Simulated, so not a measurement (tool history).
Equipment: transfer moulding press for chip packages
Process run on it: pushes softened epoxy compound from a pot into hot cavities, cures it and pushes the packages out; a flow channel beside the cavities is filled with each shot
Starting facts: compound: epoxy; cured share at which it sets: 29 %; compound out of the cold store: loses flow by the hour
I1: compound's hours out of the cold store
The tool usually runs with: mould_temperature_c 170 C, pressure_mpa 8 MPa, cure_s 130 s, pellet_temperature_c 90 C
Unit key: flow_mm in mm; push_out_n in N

{"run": 1, "hour": 0.0, "mould_temperature_c": 170, "pressure_mpa": 8, "cure_s": 130, "pellet_temperature_c": 90, "I1": 31.8, "flow_mm": 603, "push_out_n": 247}
{"run": 2, "hour": 57.3, "mould_temperature_c": 170, "pressure_mpa": 8, "cure_s": 130, "pellet_temperature_c": 90, "I1": 15.1, "flow_mm": 666, "push_out_n": 323}
{"hour": 86.4, "done": "cavities cleaned with cleaning compound and waxed"}
{"run": 3, "hour": 111.7, "mould_temperature_c": 170, "pressure_mpa": 8, "cure_s": 130, "pellet_temperature_c": 90, "I1": 42.5, "flow_mm": 550, "push_out_n": 398}
{"run": 4, "hour": 164.2, "mould_temperature_c": 170, "pressure_mpa": 8, "cure_s": 130, "pellet_temperature_c": 90, "I1": 15.4, "flow_mm": 648, "push_out_n": 407}
{"hour": 209.0, "done": "plunger's sealing rings changed"}
{"hour": 210.5, "done": "cavities cleaned with cleaning compound and waxed"}
{"run": 5, "hour": 210.5, "mould_temperature_c": 170, "pressure_mpa": 8, "cure_s": 130, "pellet_temperature_c": 90, "I1": 42.6, "flow_mm": 597, "push_out_n": 164}
{"run": 6, "hour": 266.5, "mould_temperature_c": 170, "pressure_mpa": 8, "cure_s": 130, "pellet_temperature_c": 90, "I1": 41.8, "flow_mm": 596, "push_out_n": 276}
{"run": 7, "hour": 323.8, "mould_temperature_c": 170, "pressure_mpa": 8.11, "cure_s": 130, "pellet_temperature_c": 90, "I1": 13.3, "flow_mm": 713, "push_out_n": 325}
{"hour": 332.8, "done": "cavities cleaned with cleaning compound and waxed"}
{"hour": 365.3, "done": "cavities cleaned with cleaning compound and waxed, once more"}
{"run": 8, "hour": 373.0, "mould_temperature_c": 170, "pressure_mpa": 8.11, "cure_s": 130, "pellet_temperature_c": 90, "I1": 18.5, "flow_mm": 676, "push_out_n": 188}
{"run": 9, "hour": 398.1, "mould_temperature_c": 170, "pressure_mpa": 8.11, "cure_s": 130, "pellet_temperature_c": 90, "I1": 18.8, "flow_mm": 675, "push_out_n": 245}
{"run": 10, "hour": 423.7, "mould_temperature_c": 170, "pressure_mpa": 8.11, "cure_s": 130, "pellet_temperature_c": 90, "I1": 47.3, "flow_mm": 562, "push_out_n": 263}
{"run": 11, "hour": 456.4, "mould_temperature_c": 170, "pressure_mpa": 8.11, "cure_s": 130, "pellet_temperature_c": 91, "I1": 45.3, "flow_mm": 564, "push_out_n": 304}
{"hour": 486.5, "done": "cavities cleaned with cleaning compound and waxed"}
{"run": 12, "hour": 505.5, "mould_temperature_c": 170, "pressure_mpa": 8, "cure_s": 130, "pellet_temperature_c": 90, "I1": 23.8, "flow_mm": 642, "push_out_n": 219}
{"run": 13, "hour": 531.3, "mould_temperature_c": 170, "pressure_mpa": 8, "cure_s": 155, "pellet_temperature_c": 90, "I1": 31.2, "flow_mm": 605, "push_out_n": 248}
{"run": 14, "hour": 555.9, "mould_temperature_c": 170, "pressure_mpa": 8, "cure_s": 130, "pellet_temperature_c": 90, "I1": 13.3, "flow_mm": 671, "push_out_n": 304}
{"run": 15, "hour": 604.5, "mould_temperature_c": 170, "pressure_mpa": 8, "cure_s": 130, "pellet_temperature_c": 90, "I1": 40.9, "flow_mm": 563, "push_out_n": 324}
{"hour": 610.7, "done": "cavities cleaned with cleaning compound and waxed"}
{"run": 16, "hour": 657.5, "mould_temperature_c": 171, "pressure_mpa": 8, "cure_s": 130, "pellet_temperature_c": 95, "I1": 8.8, "flow_mm": 681, "push_out_n": 252}
{"run": 17, "hour": 698.2, "mould_temperature_c": 164, "pressure_mpa": 8, "cure_s": 169, "pellet_temperature_c": 90, "I1": 46.2, "flow_mm": 544, "push_out_n": 301}
{"hour": 734.4, "done": "cavities cleaned with cleaning compound and waxed"}
{"run": 18, "hour": 743.1, "mould_temperature_c": 164, "pressure_mpa": 8, "cure_s": 169, "pellet_temperature_c": 90, "I1": 23.5, "flow_mm": 620, "push_out_n": 180}
{"hour": 776.6, "done": "plunger's sealing rings changed"}
{"run": 19, "hour": 778.8, "mould_temperature_c": 164, "pressure_mpa": 8, "cure_s": 169, "pellet_temperature_c": 90, "I1": 28.4, "flow_mm": 665, "push_out_n": 235}
{"hour": 795.0, "done": "mould's thermocouples calibrated"}
{"run": 20, "hour": 812.3, "mould_temperature_c": 164, "pressure_mpa": 7.5, "cure_s": 137, "pellet_temperature_c": 85, "I1": 14.8, "flow_mm": 698, "push_out_n": 391}
{"hour": 860.6, "done": "cavities cleaned with cleaning compound and waxed"}
{"run": 21, "hour": 860.6, "mould_temperature_c": 164, "pressure_mpa": 7.5, "cure_s": 137, "pellet_temperature_c": 85, "I1": 30.6, "flow_mm": 636, "push_out_n": 233}
{"run": 22, "hour": 909.3, "mould_temperature_c": 167, "pressure_mpa": 8, "cure_s": 131, "pellet_temperature_c": 98, "I1": 10.1, "flow_mm": 719, "push_out_n": 315}
{"run": 23, "hour": 954.8, "mould_temperature_c": 170, "pressure_mpa": 8, "cure_s": 129, "pellet_temperature_c": 94, "I1": 28.2, "flow_mm": 639, "push_out_n": 324}
{"hour": 982.0, "done": "cavities cleaned with cleaning compound and waxed"}
{"run": 24, "hour": 995.1, "mould_temperature_c": 178, "pressure_mpa": 7.84, "cure_s": 154, "pellet_temperature_c": 97, "I1": 38.9, "flow_mm": 567, "push_out_n": 181}
{"run": 25, "hour": 1046.0, "mould_temperature_c": 178, "pressure_mpa": 7.84, "cure_s": 154, "pellet_temperature_c": 97, "I1": 32.2, "flow_mm": 594, "push_out_n": 254}
{"run": 26, "hour": 1075.7, "mould_temperature_c": 170, "pressure_mpa": 8, "cure_s": 169, "pellet_temperature_c": 90, "I1": 38.9, "flow_mm": 589, "push_out_n": 282}
{"hour": 1103.0, "done": "cavities cleaned with cleaning compound and waxed"}
{"run": 27, "hour": 1126.0, "mould_temperature_c": 170, "pressure_mpa": 8, "cure_s": 121, "pellet_temperature_c": 90, "I1": 17, "flow_mm": 651, "push_out_n": 238}
{"run": 28, "hour": 1169.0, "mould_temperature_c": 174, "pressure_mpa": 8.13, "cure_s": 129, "pellet_temperature_c": 97, "I1": 31.5, "flow_mm": 590, "push_out_n": 266}

Branching from run 28: 4 alternative next runs. What would each branch give?
{"hour": 1224.8, "done": "cavities cleaned with cleaning compound and waxed"}
{"run": "A", "hour": 1224.8, "mould_temperature_c": 174, "pressure_mpa": 8.13, "cure_s": 119, "pellet_temperature_c": 97, "I1": 45.4, "flow_mm": "?", "push_out_n": "?"}
{"hour": 1224.8, "done": "cavities cleaned with cleaning compound and waxed"}
{"run": "B", "hour": 1224.8, "mould_temperature_c": 177, "pressure_mpa": 8, "cure_s": 129, "pellet_temperature_c": 90, "I1": 36.1, "flow_mm": "?", "push_out_n": "?"}
{"hour": 1224.8, "done": "cavities cleaned with cleaning compound and waxed"}
{"run": "C", "hour": 1224.8, "mould_temperature_c": 171, "pressure_mpa": 8, "cure_s": 130, "pellet_temperature_c": 100, "I1": 35.8, "flow_mm": "?", "push_out_n": "?"}
{"hour": 1224.8, "done": "cavities cleaned with cleaning compound and waxed"}
{"run": "D", "hour": 1224.8, "mould_temperature_c": 173, "pressure_mpa": 8.13, "cure_s": 121, "pellet_temperature_c": 94, "I1": 39.6, "flow_mm": "?", "push_out_n": "?"}

run=A flow_mm=531 push_out_n=181
run=B flow_mm=548 push_out_n=156
run=C flow_mm=572 push_out_n=178
run=D flow_mm=562 push_out_n=178
Without the tool's unlogged condition, the same runs would have read:
run=A flow_mm=577 push_out_n=179
run=B flow_mm=595 push_out_n=152
run=C flow_mm=621 push_out_n=176
run=D flow_mm=610 push_out_n=176
